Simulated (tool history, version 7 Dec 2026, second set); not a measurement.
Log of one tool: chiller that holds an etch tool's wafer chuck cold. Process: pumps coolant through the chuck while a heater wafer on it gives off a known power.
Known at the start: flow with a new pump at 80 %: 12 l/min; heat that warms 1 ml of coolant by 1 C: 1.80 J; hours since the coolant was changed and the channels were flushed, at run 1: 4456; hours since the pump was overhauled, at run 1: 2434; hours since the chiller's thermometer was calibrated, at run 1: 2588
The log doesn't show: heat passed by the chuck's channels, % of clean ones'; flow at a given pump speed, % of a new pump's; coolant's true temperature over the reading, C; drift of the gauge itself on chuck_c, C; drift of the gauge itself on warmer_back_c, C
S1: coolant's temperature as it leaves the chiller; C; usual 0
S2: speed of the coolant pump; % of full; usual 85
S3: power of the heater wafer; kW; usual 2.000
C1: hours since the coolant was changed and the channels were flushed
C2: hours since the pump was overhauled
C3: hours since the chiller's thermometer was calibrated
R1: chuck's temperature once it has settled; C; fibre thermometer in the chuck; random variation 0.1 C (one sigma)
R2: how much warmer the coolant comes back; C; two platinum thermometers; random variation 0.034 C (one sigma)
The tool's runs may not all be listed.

{"run": 1, "hour": 0.0, "S1": 0, "S2": 85, "S3": 2.0, "C1": 4456, "C2": 2434, "C3": 2588, "R1": 18.7, "R2": 5.35}
{"run": 2, "hour": 83.1, "S1": 0, "S2": 85, "S3": 2.0, "C1": 4539, "C2": 2518, "C3": 2671, "R1": 18.8, "R2": 5.37}
{"run": 3, "hour": 162.6, "S1": 0, "S2": 85, "S3": 2.276, "C1": 4619, "C2": 2597, "C3": 2751, "R1": 21.2, "R2": 6.07}
{"run": 4, "hour": 236.1, "S1": 0, "S2": 85, "S3": 2.276, "C1": 4692, "C2": 2671, "C3": 2824, "R1": 21.3, "R2": 6.1}
{"run": 5, "hour": 302.3, "S1": 0, "S2": 85, "S3": 2.276, "C1": 4758, "C2": 2737, "C3": 2891, "R1": 21.4, "R2": 6.14}
{"run": 6, "hour": 374.5, "S1": 0, "S2": 85, "S3": 1.941, "C1": 4831, "C2": 2809, "C3": 2963, "R1": 18.5, "R2": 5.23}
{"run": 7, "hour": 423.7, "S1": 8, "S2": 85, "S3": 2.0, "C1": 4880, "C2": 2858, "C3": 3012, "R1": 27.1, "R2": 5.34}
{"run": 8, "hour": 477.7, "S1": 8, "S2": 85, "S3": 2.0, "C1": 4934, "C2": 2912, "C3": 3066, "R1": 27.0, "R2": 5.39}
{"run": 9, "hour": 530.4, "S1": 8, "S2": 85, "S3": 2.0, "C1": 4986, "C2": 2965, "C3": 3119, "R1": 26.9, "R2": 5.39}
{"run": 10, "hour": 568.7, "S1": -4, "S2": 85, "S3": 2.0, "C1": 5025, "C2": 3003, "C3": 3157, "R1": 15.1, "R2": 5.31}
{"run": 11, "hour": 642.2, "S1": 0, "S2": 69, "S3": 2.0, "C1": 5098, "C2": 3077, "C3": 3231, "R1": 22.2, "R2": 6.73}
{"run": 12, "hour": 721.8, "S1": 0, "S2": 85, "S3": 2.0, "C1": 5178, "C2": 3156, "C3": 3310, "R1": 19.2, "R2": 5.46}
{"run": 13, "hour": 776.9, "S1": 0, "S2": 85, "S3": 2.0, "C1": 5233, "C2": 3211, "C3": 3365, "R1": 19.2, "R2": 5.41}
{"run": 14, "hour": 859.3, "S1": 0, "S2": 85, "S3": 2.0, "C1": 5315, "C2": 3294, "C3": 3448, "R1": 19.3, "R2": 5.45}
{"run": 15, "hour": 905.2, "S1": 0, "S2": 69, "S3": 2.0, "C1": 5361, "C2": 3340, "C3": 3494, "R1": 22.4, "R2": 6.68}
{"run": 16, "hour": 966.2, "S1": 7, "S2": 69, "S3": 2.0, "C1": 5422, "C2": 3401, "C3": 3555, "R1": 29.2, "R2": 6.7}
{"run": 17, "hour": 1012.1, "S1": -9, "S2": 85, "S3": 2.0, "C1": 5468, "C2": 3447, "C3": 3601, "R1": 10.4, "R2": 5.4}
{"run": 18, "hour": 1082.5, "S1": -6, "S2": 68, "S3": 2.491, "C1": 5539, "C2": 3517, "C3": 3671, "R1": 22.1, "R2": 8.6}
{"run": 19, "hour": 1136.3, "S1": 3, "S2": 68, "S3": 1.056, "C1": 5592, "C2": 3571, "C3": 3725, "R1": 15.3, "R2": 3.55}
{"run": 20, "hour": 1215.0, "S1": 3, "S2": 65, "S3": 1.578, "C1": 5671, "C2": 3649, "C3": 3803, "R1": 21.3, "R2": 5.66}
{"run": 21, "hour": 1281.3, "S1": 3, "S2": 65, "S3": 1.578, "C1": 5737, "C2": 3716, "C3": 3870, "R1": 21.5, "R2": 5.73}
{"run": 22, "hour": 1335.7, "S1": -4, "S2": 85, "S3": 1.869, "C1": 5792, "C2": 3770, "C3": 3924, "R1": 14.3, "R2": 5.07}
{"run": 23, "hour": 1376.0, "S1": -4, "S2": 85, "S3": 1.869, "C1": 5832, "C2": 3810, "C3": 3964, "R1": 14.2, "R2": 5.15}
{"run": 24, "hour": 1438.9, "S1": 2, "S2": 85, "S3": 2.033, "C1": 5895, "C2": 3873, "C3": 4027, "R1": 22.1, "R2": 5.6}
{"run": 25, "hour": 1477.3, "S1": 2, "S2": 85, "S3": 2.033, "C1": 5933, "C2": 3912, "C3": 4066, "R1": 21.8, "R2": 5.53}
{"run": 26, "hour": 1553.8, "S1": -10, "S2": 65, "S3": 1.709, "C1": 6010, "C2": 3988, "C3": 4142, "R1": 10.5, "R2": 6.15}
{"run": 27, "hour": 1598.5, "S1": -10, "S2": 65, "S3": 1.709, "C1": 6055, "C2": 4033, "C3": 4187, "R1": 10.3, "R2": 6.14}
{"run": 28, "hour": 1642.2, "S1": -8, "S2": 84, "S3": 2.893, "C1": 6098, "C2": 4077, "C3": 4231, "R1": 20.5, "R2": 7.98}
{"run": 29, "hour": 1678.8, "S1": -10, "S2": 84, "S3": 2.41, "C1": 6135, "C2": 4113, "C3": 4267, "R1": 13.8, "R2": 6.71}
{"run": 30, "hour": 1722.9, "S1": -9, "S2": 95, "S3": 1.333, "C1": 6179, "C2": 4157, "C3": 4311, "R1": 3.3, "R2": 3.24}
{"run": 31, "hour": 1778.0, "S1": -9, "S2": 99, "S3": 2.929, "C1": 6234, "C2": 4212, "C3": 4366, "R1": 16.7, "R2": 6.87}

Forecast each of these 3 alternatives for the next run:
{"run": "A", "hour": 1839.5, "S1": -9, "S2": 89, "S3": 2.017, "C1": 6296, "C2": 4274, "C3": 4428, "R1": "?", "R2": "?"}
{"run": "B", "hour": 1839.5, "S1": 2, "S2": 84, "S3": 1.379, "C1": 6296, "C2": 4274, "C3": 4428, "R1": "?", "R2": "?"}
{"run": "C", "hour": 1839.5, "S1": 8, "S2": 77, "S3": 2.849, "C1": 6296, "C2": 4274, "C3": 4428, "R1": "?", "R2": "?"}

run=A R1=10.3 R2=5.25
run=B R1=16.0 R2=3.88
run=C R1=37.9 R2=8.60
Without the tool's hidden state the same runs would have given:
run=A R1=7.6 R2=4.98
run=B R1=13.9 R2=3.68
run=C R1=34.0 R2=8.16
